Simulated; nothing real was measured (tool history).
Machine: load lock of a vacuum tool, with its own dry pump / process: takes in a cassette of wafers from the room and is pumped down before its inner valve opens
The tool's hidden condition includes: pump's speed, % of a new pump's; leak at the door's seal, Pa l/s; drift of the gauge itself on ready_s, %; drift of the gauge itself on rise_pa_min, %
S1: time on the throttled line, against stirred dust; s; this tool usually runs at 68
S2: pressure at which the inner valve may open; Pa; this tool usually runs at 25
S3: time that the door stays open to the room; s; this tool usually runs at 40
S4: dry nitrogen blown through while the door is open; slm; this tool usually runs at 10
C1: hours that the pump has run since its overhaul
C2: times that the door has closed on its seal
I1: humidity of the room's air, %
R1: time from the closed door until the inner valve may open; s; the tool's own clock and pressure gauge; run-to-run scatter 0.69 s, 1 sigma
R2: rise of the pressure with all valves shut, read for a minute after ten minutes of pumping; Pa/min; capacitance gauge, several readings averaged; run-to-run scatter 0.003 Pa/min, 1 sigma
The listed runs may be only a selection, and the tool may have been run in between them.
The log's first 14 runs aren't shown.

{"run": 15, "hour": 1432.2, "S1": 68, "S2": 33, "S3": 40, "S4": 10, "C1": 3150, "C2": 8651, "I1": 44.7, "R1": 101.6, "R2": 0.082}
{"run": 16, "hour": 1546.4, "S1": 68, "S2": 33, "S3": 40, "S4": 10, "C1": 3264, "C2": 8913, "I1": 44.9, "R1": 100.8, "R2": 0.081}
{"run": 17, "hour": 1632.4, "S1": 68, "S2": 25, "S3": 40, "S4": 10, "C1": 3350, "C2": 9110, "I1": 41.8, "R1": 103.9, "R2": 0.082}
{"run": 18, "hour": 1692.0, "S1": 68, "S2": 25, "S3": 40, "S4": 10, "C1": 3410, "C2": 9246, "I1": 44.2, "R1": 105.1, "R2": 0.088}
{"run": 19, "hour": 1754.8, "S1": 68, "S2": 25, "S3": 40, "S4": 10, "C1": 3473, "C2": 9390, "I1": 47.0, "R1": 104.2, "R2": 0.089}
{"run": 20, "hour": 1840.4, "S1": 68, "S2": 25, "S3": 40, "S4": 10, "C1": 3558, "C2": 9586, "I1": 46.5, "R1": 105.7, "R2": 0.095}
{"run": 21, "hour": 1956.0, "S1": 68, "S2": 25, "S3": 40, "S4": 10, "C1": 3674, "C2": 9850, "I1": 47.5, "R1": 103.4, "R2": 0.099}
{"run": 22, "hour": 2081.1, "S1": 68, "S2": 25, "S3": 235, "S4": 33, "C1": 3799, "C2": 10137, "I1": 43.7, "R1": 102.7, "R2": 0.098}
{"run": 23, "hour": 2221.6, "S1": 115, "S2": 25, "S3": 40, "S4": 10, "C1": 3939, "C2": 10458, "I1": 45.0, "R1": 144.9, "R2": 0.099}
{"run": 24, "hour": 2284.4, "S1": 79, "S2": 38, "S3": 40, "S4": 10, "C1": 4002, "C2": 10602, "I1": 44.0, "R1": 111.2, "R2": 0.101}
{"run": 25, "hour": 2426.6, "S1": 62, "S2": 50, "S3": 84, "S4": 10, "C1": 4144, "C2": 10927, "I1": 45.2, "R1": 95.4, "R2": 0.117}
{"run": 26, "hour": 2530.8, "S1": 103, "S2": 25, "S3": 26, "S4": 5, "C1": 4249, "C2": 11166, "I1": 44.8, "R1": 135.7, "R2": 0.111}
{"run": 27, "hour": 2618.2, "S1": 122, "S2": 25, "S3": 60, "S4": 10, "C1": 4336, "C2": 11366, "I1": 42.6, "R1": 152.4, "R2": 0.115}
{"run": 28, "hour": 2723.4, "S1": 88, "S2": 25, "S3": 62, "S4": 36, "C1": 4441, "C2": 11607, "I1": 49.2, "R1": 122.5, "R2": 0.098}
{"run": 29, "hour": 2821.8, "S1": 88, "S2": 25, "S3": 70, "S4": 36, "C1": 4540, "C2": 11832, "I1": 44.9, "R1": 122.6, "R2": 0.111}
{"run": 30, "hour": 2893.1, "S1": 88, "S2": 25, "S3": 70, "S4": 36, "C1": 4611, "C2": 11995, "I1": 45.0, "R1": 122.8, "R2": 0.108}
{"run": 31, "hour": 3024.5, "S1": 68, "S2": 50, "S3": 40, "S4": 10, "C1": 4742, "C2": 12296, "I1": 44.0, "R1": 101.3, "R2": 0.116}
{"run": 32, "hour": 3116.5, "S1": 68, "S2": 25, "S3": 30, "S4": 32, "C1": 4834, "C2": 12506, "I1": 45.5, "R1": 105.3, "R2": 0.109}
{"run": 33, "hour": 3235.0, "S1": 64, "S2": 28, "S3": 30, "S4": 32, "C1": 4953, "C2": 12778, "I1": 44.2, "R1": 100.4, "R2": 0.108}
{"run": 34, "hour": 3308.7, "S1": 114, "S2": 23, "S3": 30, "S4": 32, "C1": 5027, "C2": 12946, "I1": 46.8, "R1": 144.6, "R2": 0.118}
{"run": 35, "hour": 3442.3, "S1": 47, "S2": 23, "S3": 179, "S4": 32, "C1": 5160, "C2": 13252, "I1": 46.4, "R1": 87.2, "R2": 0.132}
{"run": 36, "hour": 3520.0, "S1": 89, "S2": 37, "S3": 179, "S4": 5, "C1": 5238, "C2": 13430, "I1": 44.7, "R1": 121.3, "R2": 0.176}

Consider 4 possible next runs. They are alternatives, not a sequence: every one starts from the tool as it was left by run 36. What does each give?
{"run": "A", "hour": 3628.1, "S1": 55, "S2": 25, "S3": 64, "S4": 6, "C1": 5346, "C2": 13677, "I1": 43.3, "R1": "?", "R2": "?"}
{"run": "B", "hour": 3628.1, "S1": 89, "S2": 44, "S3": 32, "S4": 8, "C1": 5346, "C2": 13677, "I1": 43.5, "R1": "?", "R2": "?"}
{"run": "C", "hour": 3628.1, "S1": 36, "S2": 40, "S3": 179, "S4": 5, "C1": 5346, "C2": 13677, "I1": 43.7, "R1": "?", "R2": "?"}
{"run": "D", "hour": 3628.1, "S1": 68, "S2": 43, "S3": 139, "S4": 10, "C1": 5346, "C2": 13677, "I1": 42.7, "R1": "?", "R2": "?"}

run=A R1=92.7 R2=0.146
run=B R1=120.7 R2=0.133
run=C R1=74.6 R2=0.181
run=D R1=100.4 R2=0.154
Without the tool's hidden state the same runs would have given:
run=A R1=91.2 R2=0.036
run=B R1=119.4 R2=0.023
run=C R1=73.0 R2=0.069
run=D R1=99.0 R2=0.045

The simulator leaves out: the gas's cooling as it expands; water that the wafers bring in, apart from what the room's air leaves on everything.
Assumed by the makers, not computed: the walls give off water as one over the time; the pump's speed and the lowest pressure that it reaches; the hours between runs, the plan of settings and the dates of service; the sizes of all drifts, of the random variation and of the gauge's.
